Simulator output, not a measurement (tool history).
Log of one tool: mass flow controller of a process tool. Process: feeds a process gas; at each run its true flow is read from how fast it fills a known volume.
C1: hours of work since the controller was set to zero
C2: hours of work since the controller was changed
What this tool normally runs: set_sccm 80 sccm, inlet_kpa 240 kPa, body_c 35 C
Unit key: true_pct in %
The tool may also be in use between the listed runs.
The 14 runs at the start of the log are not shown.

Run 15, hour 5907.8: usual settings but set_sccm 19 sccm; C1 5278; C2 5278. Result: true_pct 100.56 %.
Run 16, hour 6286.5: usual settings but set_sccm 19 sccm; C1 5441; C2 5441. Result: true_pct 100.43 %.
Run 17, hour 6617.2: usual settings but set_sccm 19 sccm; C1 5582; C2 5582. Result: true_pct 100.66 %.
At hour 6974.5: controller's zero set anew.
Run 18, hour 6974.5: usual settings but set_sccm 19 sccm, inlet_kpa 243 kPa; C1 0; C2 5735. Result: true_pct 95.16 %.
Run 19, hour 7437.0: usual settings but set_sccm 19 sccm, inlet_kpa 243 kPa; C1 198; C2 5934. Result: true_pct 95.46 %.
Run 20, hour 7732.9: usual settings but set_sccm 19 sccm, inlet_kpa 243 kPa; C1 325; C2 6060. Result: true_pct 95.41 %.
Run 21, hour 8121.8: usual settings but set_sccm 19 sccm, inlet_kpa 243 kPa; C1 492; C2 6227. Result: true_pct 95.51 %.
Run 22, hour 8529.7: usual settings but inlet_kpa 203 kPa; C1 667; C2 6402. Result: true_pct 97.22 %.
Run 23, hour 8922.3: usual settings but inlet_kpa 203 kPa; C1 835; C2 6570. Result: true_pct 97.23 %.
Run 24, hour 9474.7: usual settings but inlet_kpa 203 kPa; C1 1072; C2 6807. Result: true_pct 97.20 %.
Run 25, hour 9884.5: usual settings but inlet_kpa 203 kPa; C1 1247; C2 6983. Result: true_pct 97.21 %.
Run 26, hour 10458.0: usual settings but set_sccm 49 sccm, inlet_kpa 264 kPa, body_c 31 C; C1 1493; C2 7228. Result: true_pct 96.43 %.
Run 27, hour 10901.3: usual settings but set_sccm 49 sccm, inlet_kpa 264 kPa, body_c 31 C; C1 1683; C2 7418. Result: true_pct 96.46 %.
Run 28, hour 11441.6: usual settings but set_sccm 49 sccm, inlet_kpa 243 kPa; C1 1915; C2 7650. Result: true_pct 96.27 %.
Run 29, hour 11788.3: usual settings but set_sccm 49 sccm, inlet_kpa 243 kPa; C1 2063; C2 7799. Result: true_pct 96.43 %.
Run 30, hour 12275.6: usual settings but set_sccm 49 sccm, inlet_kpa 243 kPa, body_c 36 C; C1 2272; C2 8007. Result: true_pct 96.30 %.
Run 31, hour 12704.4: usual settings but set_sccm 49 sccm, inlet_kpa 243 kPa, body_c 36 C; C1 2456; C2 8191. Result: true_pct 96.34 %.
Run 32, hour 13113.5: usual settings but set_sccm 18 sccm, body_c 33 C; C1 2631; C2 8366. Result: true_pct 97.43 %.
Run 33, hour 13455.6: usual settings but set_sccm 18 sccm, body_c 33 C; C1 2778; C2 8513. Result: true_pct 97.59 %.
Run 34, hour 13757.8: usual settings but set_sccm 47 sccm, body_c 34 C; C1 2907; C2 8643. Result: true_pct 96.54 %.
Run 35, hour 14130.6: usual settings but set_sccm 13 sccm, inlet_kpa 278 kPa; C1 3067; C2 8802. Result: true_pct 98.60 %.
Run 36, hour 14489.6: usual settings but set_sccm 67 sccm, inlet_kpa 275 kPa, body_c 26 C; C1 3221; C2 8956. Result: true_pct 97.25 %.
Run 37, hour 14877.3: usual settings but set_sccm 67 sccm, inlet_kpa 275 kPa, body_c 26 C; C1 3387; C2 9122. Result: true_pct 97.30 %.
Run 38, hour 15411.7: usual settings but set_sccm 67 sccm, inlet_kpa 275 kPa, body_c 26 C; C1 3616; C2 9352. Result: true_pct 97.29 %.
Run 39, hour 15983.3: usual settings but set_sccm 42 sccm, inlet_kpa 168 kPa; C1 3861; C2 9597. Result: true_pct 96.99 %.

Estimate the outcome of run 40 from the log above:
Run 40, hour 16252.2: usual settings but set_sccm 42 sccm, inlet_kpa 168 kPa, body_c 21 C; C1 3977; C2 9712. Result: true_pct ?.

{"run 40": {"true_pct": 98.0}}
Had the tool carried no hidden state, the very same run would have given true_pct 98.63 %.

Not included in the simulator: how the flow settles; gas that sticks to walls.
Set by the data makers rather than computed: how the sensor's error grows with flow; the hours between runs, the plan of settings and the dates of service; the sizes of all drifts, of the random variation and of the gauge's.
